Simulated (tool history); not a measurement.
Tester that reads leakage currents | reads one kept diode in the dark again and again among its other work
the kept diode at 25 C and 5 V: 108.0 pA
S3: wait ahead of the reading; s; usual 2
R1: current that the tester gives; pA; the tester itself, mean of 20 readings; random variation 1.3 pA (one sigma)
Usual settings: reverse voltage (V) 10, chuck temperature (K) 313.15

Run 1, hour 0: usual settings. Result: R1 439 pA.
Run 2, hour 38.8: usual settings. Result: R1 440.92 pA.
Run 3, hour 83.8: usual settings. Result: R1 439.65 pA.
Run 4, hour 124.5: usual settings. Result: R1 436.52 pA.
Run 5, hour 166.3: usual settings but chuck temperature (K) 302.15. Result: R1 205.1 pA.
At hour 172: chuck's temperature calibrated.
Run 6, hour 191.6: usual settings but S3 5.24 s. Result: R1 425.55 pA.
Run 7, hour 227: usual settings. Result: R1 429.18 pA.
Run 8, hour 247.6: usual settings but reverse voltage (V) 1.7, S3 0.5 s. Result: R1 216.38 pA.
Run 9, hour 294.5: usual settings but reverse voltage (V) 1.7, S3 0.5 s. Result: R1 217 pA.
Run 10, hour 341.8: usual settings but reverse voltage (V) 10.5, chuck temperature (K) 308.15, S3 0.91 s. Result: R1 307.85 pA.
At hour 353.8: chuck's temperature calibrated, once more.
Run 11, hour 381.8: usual settings but reverse voltage (V) 10.5, chuck temperature (K) 308.15, S3 0.91 s. Result: R1 327.74 pA.
Run 12, hour 407.5: usual settings but reverse voltage (V) 16.5, chuck temperature (K) 308.15, S3 0.91 s. Result: R1 399 pA.
Run 13, hour 428.9: usual settings but reverse voltage (V) 9.1, S3 2.86 s. Result: R1 437.17 pA.
Run 14, hour 455.7: usual settings but reverse voltage (V) 9.1, S3 2.86 s. Result: R1 436.59 pA.

4 ways to go on from here, each from the tool as it stands after run 14. What would each give?
Run A, hour 500.8: usual settings but chuck temperature (K) 309.15, S3 3.96 s. Result: R1 ?.
Run B, hour 500.8: usual settings but chuck temperature (K) 302.15. Result: R1 ?.
Run C, hour 500.8: usual settings but reverse voltage (V) 1.2, chuck temperature (K) 303.15, S3 0.64 s. Result: R1 ?.
Run D, hour 500.8: usual settings but reverse voltage (V) 15.6, chuck temperature (K) 319.15, S3 1.75 s. Result: R1 ?.

run      R1
  A  343.94
  B  214.12
  C   97.43
  D  804.14
Without the tool's hidden state the same runs would have given:
run      R1
  A  321.36
  B  190.71
  C   95.09
  D  770.34
